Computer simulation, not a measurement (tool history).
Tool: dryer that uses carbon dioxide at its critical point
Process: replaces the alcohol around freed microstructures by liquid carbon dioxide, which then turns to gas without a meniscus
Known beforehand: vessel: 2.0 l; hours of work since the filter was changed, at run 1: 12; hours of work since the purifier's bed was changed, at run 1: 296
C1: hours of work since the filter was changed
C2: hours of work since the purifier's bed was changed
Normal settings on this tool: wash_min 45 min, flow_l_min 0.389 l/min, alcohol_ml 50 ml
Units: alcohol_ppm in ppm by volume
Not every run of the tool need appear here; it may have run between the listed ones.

Run 1, hour 0: usual settings; C1 12; C2 296. Result: alcohol_ppm 93 ppm by volume.
Run 2, hour 23.6: usual settings; C1 23; C2 307. Result: alcohol_ppm 105 ppm by volume.
Run 3, hour 53: usual settings but flow_l_min 0.315 l/min; C1 36; C2 320. Result: alcohol_ppm 144 ppm by volume.
Run 4, hour 74.5: usual settings but flow_l_min 0.315 l/min; C1 46; C2 330. Result: alcohol_ppm 151 ppm by volume.
Run 5, hour 91.5: usual settings but flow_l_min 0.315 l/min; C1 54; C2 338. Result: alcohol_ppm 154 ppm by volume.
Run 6, hour 114.8: usual settings but flow_l_min 0.315 l/min; C1 64; C2 348. Result: alcohol_ppm 171 ppm by volume.
Run 7, hour 135: usual settings but flow_l_min 0.315 l/min; C1 74; C2 358. Result: alcohol_ppm 162 ppm by volume.
Run 8, hour 157.6: usual settings but flow_l_min 0.545 l/min; C1 84; C2 368. Result: alcohol_ppm 102 ppm by volume.
Run 9, hour 172.6: usual settings but flow_l_min 0.545 l/min; C1 91; C2 375. Result: alcohol_ppm 96 ppm by volume.
Run 10, hour 186.5: usual settings but flow_l_min 0.545 l/min; C1 97; C2 381. Result: alcohol_ppm 115 ppm by volume.
Run 11, hour 210.7: usual settings; C1 108; C2 392. Result: alcohol_ppm 113 ppm by volume.
Run 12, hour 228.3: usual settings; C1 116; C2 400. Result: alcohol_ppm 118 ppm by volume.
Run 13, hour 241.9: usual settings but flow_l_min 0.565 l/min, alcohol_ml 82 ml; C1 122; C2 406. Result: alcohol_ppm 120 ppm by volume.
Run 14, hour 255.6: usual settings but wash_min 28 min, flow_l_min 0.605 l/min, alcohol_ml 35 ml; C1 128; C2 412. Result: alcohol_ppm 133 ppm by volume.
Run 15, hour 277.8: usual settings but wash_min 28 min, flow_l_min 0.605 l/min, alcohol_ml 35 ml; C1 138; C2 422. Result: alcohol_ppm 142 ppm by volume.
Run 16, hour 299.4: usual settings but wash_min 56 min, flow_l_min 0.338 l/min, alcohol_ml 36 ml; C1 148; C2 432. Result: alcohol_ppm 124 ppm by volume.
Run 17, hour 316.1: usual settings but flow_l_min 0.311 l/min, alcohol_ml 68 ml; C1 156; C2 440. Result: alcohol_ppm 274 ppm by volume.
Run 18, hour 329.7: usual settings but wash_min 55 min, flow_l_min 0.311 l/min, alcohol_ml 68 ml; C1 162; C2 446. Result: alcohol_ppm 164 ppm by volume.
At hour 345: inlet filter changed.
Run 19, hour 345.8: usual settings but wash_min 38 min, flow_l_min 0.375 l/min, alcohol_ml 21 ml; C1 0; C2 453. Result: alcohol_ppm 135 ppm by volume.
Run 20, hour 370.7: usual settings but wash_min 38 min, flow_l_min 0.375 l/min, alcohol_ml 21 ml; C1 12; C2 464. Result: alcohol_ppm 159 ppm by volume.
Run 21, hour 397.5: usual settings but wash_min 28 min, flow_l_min 0.375 l/min, alcohol_ml 21 ml; C1 24; C2 476. Result: alcohol_ppm 243 ppm by volume.
Run 22, hour 415.1: usual settings but wash_min 32 min, flow_l_min 0.393 l/min; C1 32; C2 484. Result: alcohol_ppm 258 ppm by volume.
Run 23, hour 431.8: usual settings but wash_min 32 min, flow_l_min 0.393 l/min; C1 39; C2 492. Result: alcohol_ppm 248 ppm by volume.

3 options for the next run, each taken on its own from the tool as it stands now. Forecast them:
Run A, hour 446.3: usual settings but wash_min 32 min, flow_l_min 0.273 l/min, alcohol_ml 28 ml; C1 46; C2 498. Result: alcohol_ppm ?.
Run B, hour 446.3: usual settings but wash_min 46 min, flow_l_min 0.281 l/min, alcohol_ml 68 ml; C1 46; C2 498. Result: alcohol_ppm ?.
Run C, hour 446.3: usual settings but wash_min 32 min; C1 46; C2 498. Result: alcohol_ppm ?.

run  alcohol_ppm
  A          456
  B          276
  C          264
The same runs, with their run-to-run variation unchanged, on a tool lacking any hidden condition would have given:
run  alcohol_ppm
  A          292
  B          124
  C          113
